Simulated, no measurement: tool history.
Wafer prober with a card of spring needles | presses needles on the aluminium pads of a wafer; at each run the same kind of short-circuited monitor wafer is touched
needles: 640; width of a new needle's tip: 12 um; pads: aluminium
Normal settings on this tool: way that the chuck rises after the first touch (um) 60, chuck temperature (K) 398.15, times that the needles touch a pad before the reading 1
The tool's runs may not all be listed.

run   hour  way that the chuck rises after the first touch (um)  chuck temperature (K)  times that the needles touch a pad before the reading  resistance of one needle with its contact and lead (mohm)  way that a needle slides on the pad (um)
  1      0                                                   60                 398.15                                                      1                                                        248                                     11.78
  2   18.1                                                   60                 398.15                                                      1                                                        268                                     11.77
      19.7  -- tips cleaned on abrasive film
  3   31.5                                                   52                 398.15                                                      1                                                        264                                     10.16
  4   41.5                                                   60                 302.15                                                      1                                                        243                                     11.76
      44.2  -- tips cleaned on abrasive film
  5   60.1                                                   60                 398.15                                                      1                                                        262                                     11.75
      68.7  -- tips cleaned on abrasive film
  6   78.4                                                   60                 398.15                                                      1                                                        260                                     11.74
      90.3  -- height of the first contact set anew
      93.4  -- tips cleaned on abrasive film
  7   93.4                                                   60                 398.15                                                      1                                                        250                                     11.91
  8  107.6                                                   49                 376.15                                                      1                                                        271                                       9.7
     117.1  -- tips cleaned on abrasive film
  9  125.3                                                   60                 398.15                                                      1                                                        255                                     11.87

Run 10, settings as shown, results not yet in. Your forecast:
 10  136.1                                                   60                 398.15                                                      1                                                          ?                                         ?

Run 10 gave resistance of one needle with its contact and lead (mohm) 263, way that a needle slides on the pad (um) 11.89.
The same run, on a tool lacking any hidden state, would have yielded resistance of one needle with its contact and lead (mohm) 243, way that a needle slides on the pad (um) 11.91.
